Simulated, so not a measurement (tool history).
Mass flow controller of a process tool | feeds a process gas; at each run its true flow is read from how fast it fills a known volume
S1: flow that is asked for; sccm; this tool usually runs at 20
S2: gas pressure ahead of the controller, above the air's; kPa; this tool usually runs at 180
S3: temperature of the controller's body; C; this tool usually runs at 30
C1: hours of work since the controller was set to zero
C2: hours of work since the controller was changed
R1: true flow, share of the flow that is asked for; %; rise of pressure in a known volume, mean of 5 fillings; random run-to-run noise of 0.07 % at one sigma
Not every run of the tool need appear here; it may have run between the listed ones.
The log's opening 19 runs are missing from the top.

run 20 day=63.425 | S1=20 S2=176 S3=30 | C1=3684 C2=3684 | R1=98.51
run 21 day=67.458 | S1=20 S2=176 S3=30 | C1=3745 C2=3745 | R1=98.47
run 22 day=70.571 | S1=20 S2=180 S3=30 | C1=3792 C2=3792 | R1=98.43
run 23 day=74.788 | S1=20 S2=180 S3=30 | C1=3856 C2=3856 | R1=98.58
run 24 day=77.342 | S1=20 S2=180 S3=30 | C1=3895 C2=3895 | R1=98.56
run 25 day=80.758 | S1=44 S2=180 S3=31 | C1=3946 C2=3946 | R1=99.3
run 26 day=84.696 | S1=44 S2=180 S3=31 | C1=4006 C2=4006 | R1=99.31
run 27 day=88.233 | S1=13 S2=180 S3=37 | C1=4059 C2=4059 | R1=97.7
run 28 day=91.621 | S1=41 S2=151 S3=20 | C1=4111 C2=4111 | R1=99.91
run 29 day=94.775 | S1=20 S2=268 S3=30 | C1=4158 C2=4158 | R1=98.96
run 30 day=98.838 | S1=48 S2=171 S3=23 | C1=4220 C2=4220 | R1=99.97
run 31 day=103.358 | S1=48 S2=171 S3=23 | C1=4288 C2=4288 | R1=99.75
run 32 day=108.138 | S1=8 S2=209 S3=28 | C1=4361 C2=4361 | R1=98.39
run 33 day=113.092 | S1=35 S2=144 S3=22 | C1=4436 C2=4436 | R1=99.4
run 34 day=116.108 | S1=35 S2=144 S3=22 | C1=4481 C2=4481 | R1=99.42
run 35 day=120.962 | S1=35 S2=236 S3=22 | C1=4555 C2=4555 | R1=100.05
run 36 day=124.683 | S1=29 S2=180 S3=21 | C1=4611 C2=4611 | R1=99.61
run 37 day=127.579 | S1=29 S2=168 S3=21 | C1=4655 C2=4655 | R1=99.41
run 38 day=131.021 | S1=11 S2=147 S3=31 | C1=4707 C2=4707 | R1=98.01
run 39 day=135.9 | S1=11 S2=147 S3=31 | C1=4781 C2=4781 | R1=97.88
run 40 day=138.338 | S1=11 S2=147 S3=31 | C1=4818 C2=4818 | R1=98.03
run 41 day=141.038 | S1=11 S2=147 S3=31 | C1=4859 C2=4859 | R1=97.98
-- day=145.892 controller's zero set anew
run 42 day=145.971 | S1=19 S2=161 S3=40 | C1=1 C2=4933 | R1=97.71
run 43 day=148.192 | S1=6 S2=161 S3=34 | C1=35 C2=4967 | R1=97.58
run 44 day=153.1 | S1=8 S2=154 S3=21 | C1=109 C2=5041 | R1=98.52

Branching from run 44: 5 alternative next runs. What would each branch give?
run A day=155.121 | S1=8 S2=154 S3=36 | C1=140 C2=5072 | R1=?
run B day=155.121 | S1=48 S2=180 S3=23 | C1=140 C2=5072 | R1=?
run C day=155.121 | S1=20 S2=180 S3=40 | C1=140 C2=5072 | R1=?
run D day=155.121 | S1=19 S2=154 S3=21 | C1=140 C2=5072 | R1=?
run E day=155.121 | S1=20 S2=274 S3=30 | C1=140 C2=5072 | R1=?

run=A R1=97.43
run=B R1=99.87
run=C R1=97.71
run=D R1=99.01
run=E R1=99.06
Stripped of hidden state, with their random variation kept, the same runs would have yielded:
run=A R1=97.41
run=B R1=99.86
run=C R1=97.69
run=D R1=98.99
run=E R1=99.04
